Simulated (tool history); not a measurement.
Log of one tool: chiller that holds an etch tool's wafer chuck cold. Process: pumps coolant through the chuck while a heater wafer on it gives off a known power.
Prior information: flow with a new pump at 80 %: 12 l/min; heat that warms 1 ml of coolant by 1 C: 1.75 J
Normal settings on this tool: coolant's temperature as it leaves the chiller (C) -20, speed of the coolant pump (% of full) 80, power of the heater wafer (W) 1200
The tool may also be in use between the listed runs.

run,day,coolant's temperature as it leaves the chiller (C),speed of the coolant pump (% of full),power of the heater wafer (W),chuck's temperature once it has settled (C),how much warmer the coolant comes back (C)
1,0,-20,80,1200,-5.9,3.4
2,3.121,-20,80,1200,-6.4,3.39
3,6.7,-29,80,1200,-15,3.39
4,10.192,-29,80,1200,-15.2,3.4
5,13.754,-29,80,1200,-15.2,3.44
6,18.983,-20,76,1200,-5.5,3.56
7,21.683,-20,80,1200,-6.3,3.4
8,25.454,-20,97,1200,-8.6,2.68
9,28.679,-20,80,777,-11,2.12
10,34.112,-20,80,1200,-6.3,3.31
11,37.846,-18,80,1200,-4.2,3.28
12,42.058,-20,80,1200,-6.3,3.29
13,46.542,-11,80,1200,2.8,3.27
14,49.583,-11,80,1200,2.8,3.3
15,52.542,-11,80,1200,2.6,3.26
16,56.975,-11,80,1200,2.9,3.24
17,59.471,-20,81,1028,-8.3,2.74
18,63.696,-20,76,1200,-5.5,3.51
19,68.117,-28,61,1200,-10.2,4.43
20,71.2,-18,74,1083,-4.6,3.16
21,75.775,-13,79,1067,-0.8,2.85
22,79.379,-27,79,1067,-14.5,2.87
23,84.617,-27,79,1067,-14.6,2.85
24,88.733,-12,100,1369,0.7,2.76
25,93.058,-20,80,854,-10.2,2.13
26,95.35,-19,69,854,-7.9,2.61
27,99.846,-19,69,854,-7.7,2.59
28,102.312,-19,69,854,-7.9,2.59
29,106.5,-19,80,1200,-5.2,3.11
30,110.988,-19,80,1200,-5,3.09
# day 113.833: coolant changed, channels flushed
31,114.625,-11,75,1200,3.8,3.38
32,119.446,-11,75,1200,3.5,3.34

What would each run have given without the hidden state, its run-to-run variation left as it was?
Hidden state present: heat passed by the chuck's channels, % of clean ones'; flow at a given pump speed, % of a new pump's; coolant's true temperature over the reading, C; drift of the gauge itself on chuck_c, C; drift of the gauge itself on warmer_back_c, C.
run,how much warmer the coolant comes back (C)
1,3.4
2,3.39
3,3.41
4,3.43
5,3.47
6,3.61
7,3.46
8,2.75
9,2.2
10,3.41
11,3.39
12,3.41
13,3.41
14,3.44
15,3.41
16,3.41
17,2.92
18,3.7
19,4.63
20,3.37
21,3.08
22,3.1
23,3.1
24,3.02
25,2.4
26,2.9
27,2.89
28,2.89
29,3.43
30,3.42
31,3.72
32,3.69
chuck's temperature once it has settled (C) without the hidden state stays within 0.1 of what was measured, in all runs.

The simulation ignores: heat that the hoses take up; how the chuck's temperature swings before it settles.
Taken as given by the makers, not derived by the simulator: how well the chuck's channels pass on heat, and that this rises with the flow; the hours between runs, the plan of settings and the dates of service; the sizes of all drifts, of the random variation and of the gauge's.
